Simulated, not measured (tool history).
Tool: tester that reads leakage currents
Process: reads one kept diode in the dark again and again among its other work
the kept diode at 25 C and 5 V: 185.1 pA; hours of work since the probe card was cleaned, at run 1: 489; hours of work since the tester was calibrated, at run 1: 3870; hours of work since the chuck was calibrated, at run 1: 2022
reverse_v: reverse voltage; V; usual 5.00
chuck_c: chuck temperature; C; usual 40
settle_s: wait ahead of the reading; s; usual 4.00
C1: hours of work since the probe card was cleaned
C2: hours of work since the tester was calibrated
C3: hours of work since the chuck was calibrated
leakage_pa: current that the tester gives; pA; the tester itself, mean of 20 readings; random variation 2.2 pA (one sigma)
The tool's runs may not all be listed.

Run 1, hour 0.0: usual settings; C1 489; C2 3870; C3 2022. Result: leakage_pa 748.68 pA.
At hour 46.4: chuck's temperature calibrated.
Run 2, hour 90.9: usual settings but reverse_v 6.03 V; C1 534; C2 3915; C3 23. Result: leakage_pa 812.89 pA.
Run 3, hour 186.4: usual settings but reverse_v 6.03 V; C1 583; C2 3964; C3 72. Result: leakage_pa 814.56 pA.
Run 4, hour 350.2: usual settings but reverse_v 6.03 V; C1 667; C2 4048; C3 156. Result: leakage_pa 813.30 pA.
Run 5, hour 459.9: usual settings but reverse_v 6.03 V; C1 724; C2 4105; C3 212. Result: leakage_pa 806.49 pA.
Run 6, hour 541.3: usual settings but chuck_c 42 C; C1 766; C2 4147; C3 254. Result: leakage_pa 892.81 pA.
Run 7, hour 671.1: usual settings but chuck_c 42 C; C1 832; C2 4213; C3 321. Result: leakage_pa 892.09 pA.
Run 8, hour 764.2: usual settings but chuck_c 42 C; C1 880; C2 4261; C3 369. Result: leakage_pa 893.88 pA.
Run 9, hour 881.1: usual settings but settle_s 2.05 s; C1 940; C2 4321; C3 429. Result: leakage_pa 749.23 pA.
At hour 1021.4: tester calibrated.
Run 10, hour 1065.8: usual settings but settle_s 2.05 s; C1 1034; C2 23; C3 523. Result: leakage_pa 748.57 pA.
Run 11, hour 1220.1: usual settings; C1 1113; C2 102; C3 602. Result: leakage_pa 746.12 pA.
Run 12, hour 1395.4: usual settings but chuck_c 34 C; C1 1203; C2 192; C3 692. Result: leakage_pa 434.31 pA.
Run 13, hour 1496.7: usual settings but chuck_c 34 C; C1 1255; C2 244; C3 744. Result: leakage_pa 437.16 pA.
Run 14, hour 1645.5: usual settings; C1 1332; C2 321; C3 820. Result: leakage_pa 743.36 pA.
Run 15, hour 1829.6: usual settings but settle_s 1.33 s; C1 1426; C2 415; C3 915. Result: leakage_pa 748.46 pA.
Run 16, hour 2016.3: usual settings but settle_s 1.33 s; C1 1522; C2 511; C3 1011. Result: leakage_pa 750.86 pA.
Run 17, hour 2176.8: usual settings but reverse_v 1.98 V; C1 1605; C2 594; C3 1093. Result: leakage_pa 495.79 pA.
Run 18, hour 2337.8: usual settings but reverse_v 1.98 V; C1 1687; C2 676; C3 1176. Result: leakage_pa 496.25 pA.
Run 19, hour 2450.6: usual settings but settle_s 8.99 s; C1 1745; C2 734; C3 1234. Result: leakage_pa 746.37 pA.
Run 20, hour 2629.5: usual settings but settle_s 8.99 s; C1 1837; C2 826; C3 1326. Result: leakage_pa 745.15 pA.
Run 21, hour 2825.6: usual settings but reverse_v 11.99 V, settle_s 0.36 s; C1 1938; C2 927; C3 1427. Result: leakage_pa 1108.83 pA.
Run 22, hour 2918.1: usual settings but reverse_v 5.34 V, chuck_c 59 C, settle_s 6.07 s; C1 1986; C2 974; C3 1474. Result: leakage_pa 3771.24 pA.
Run 23, hour 3038.7: usual settings but reverse_v 1.50 V, settle_s 6.59 s; C1 2048; C2 1036; C3 1536. Result: leakage_pa 442.27 pA.
Run 24, hour 3143.1: usual settings but chuck_c 25 C; C1 2101; C2 1090; C3 1590. Result: leakage_pa 185.90 pA.
Run 25, hour 3245.1: usual settings but reverse_v 3.42 V, chuck_c 50 C, settle_s 6.92 s; C1 2154; C2 1142; C3 1642. Result: leakage_pa 1492.55 pA.
Run 26, hour 3325.4: usual settings but reverse_v 3.42 V, chuck_c 50 C, settle_s 6.92 s; C1 2195; C2 1184; C3 1683. Result: leakage_pa 1491.08 pA.
Run 27, hour 3501.5: usual settings but reverse_v 5.65 V, chuck_c 27 C, settle_s 1.48 s; C1 2285; C2 1274; C3 1774. Result: leakage_pa 238.36 pA.
Run 28, hour 3660.5: usual settings but reverse_v 5.65 V, chuck_c 27 C, settle_s 5.26 s; C1 2367; C2 1356; C3 1856. Result: leakage_pa 237.90 pA.
Run 29, hour 3799.3: usual settings but chuck_c 37 C, settle_s 0.96 s; C1 2438; C2 1427; C3 1927. Result: leakage_pa 572.06 pA.
Run 30, hour 3981.2: usual settings but reverse_v 12.36 V, chuck_c 35 C, settle_s 7.38 s; C1 2532; C2 1521; C3 2020. Result: leakage_pa 712.03 pA.
At hour 4031.8: chuck's temperature calibrated.
Run 31, hour 4107.1: usual settings but chuck_c 45 C, settle_s 7.25 s; C1 2595; C2 1584; C3 39. Result: leakage_pa 1151.07 pA.
Run 32, hour 4296.8: usual settings but reverse_v 4.25 V, chuck_c 21 C, settle_s 0.54 s; C1 2693; C2 1682; C3 136. Result: leakage_pa 118.40 pA.
Run 33, hour 4391.5: usual settings but reverse_v 4.25 V, chuck_c 21 C, settle_s 0.54 s; C1 2741; C2 1730; C3 185. Result: leakage_pa 118.97 pA.
Run 34, hour 4576.0: usual settings but reverse_v 4.25 V, chuck_c 21 C, settle_s 0.54 s; C1 2836; C2 1825; C3 280. Result: leakage_pa 118.16 pA.
Run 35, hour 4752.4: usual settings but reverse_v 4.25 V, chuck_c 21 C, settle_s 0.54 s; C1 2927; C2 1916; C3 370. Result: leakage_pa 118.33 pA.
Run 36, hour 4834.4: usual settings but reverse_v 4.25 V, chuck_c 21 C, settle_s 0.54 s; C1 2969; C2 1958; C3 412. Result: leakage_pa 118.06 pA.
Run 37, hour 4924.1: usual settings but reverse_v 4.25 V, chuck_c 21 C, settle_s 0.54 s; C1 3015; C2 2004; C3 458. Result: leakage_pa 118.65 pA.
Run 38, hour 5109.5: usual settings but reverse_v 12.48 V, chuck_c 55 C, settle_s 0.54 s; C1 3110; C2 2099; C3 554. Result: leakage_pa 3982.17 pA.
Run 39, hour 5218.2: usual settings but reverse_v 10.13 V, chuck_c 32 C, settle_s 0.51 s; C1 3166; C2 2155; C3 609. Result: leakage_pa 500.02 pA.
Run 40, hour 5384.2: usual settings but reverse_v 2.17 V, chuck_c 28 C, settle_s 0.97 s; C1 3251; C2 2240; C3 695. Result: leakage_pa 171.76 pA.

4 ways to go on from here, each from the tool as it stands after run 40. What would each give?
Run A, hour 5550.8: usual settings but reverse_v 1.50 V, chuck_c 43 C, settle_s 1.78 s; C1 3337; C2 2326; C3 780. Result: leakage_pa ?.
Run B, hour 5550.8: usual settings but reverse_v 2.17 V, chuck_c 28 C, settle_s 4.14 s; C1 3337; C2 2326; C3 780. Result: leakage_pa ?.
Run C, hour 5550.8: usual settings but reverse_v 14.26 V, chuck_c 37 C, settle_s 1.05 s; C1 3337; C2 2326; C3 780. Result: leakage_pa ?.
Run D, hour 5550.8: usual settings but reverse_v 2.17 V, chuck_c 28 C, settle_s 8.06 s; C1 3337; C2 2326; C3 780. Result: leakage_pa ?.

run  leakage_pa
  A      571.92
  B      171.67
  C      911.34
  D      171.00
Without the tool's hidden state the same runs would have given:
run  leakage_pa
  A      571.77
  B      171.61
  C      911.04
  D      170.94
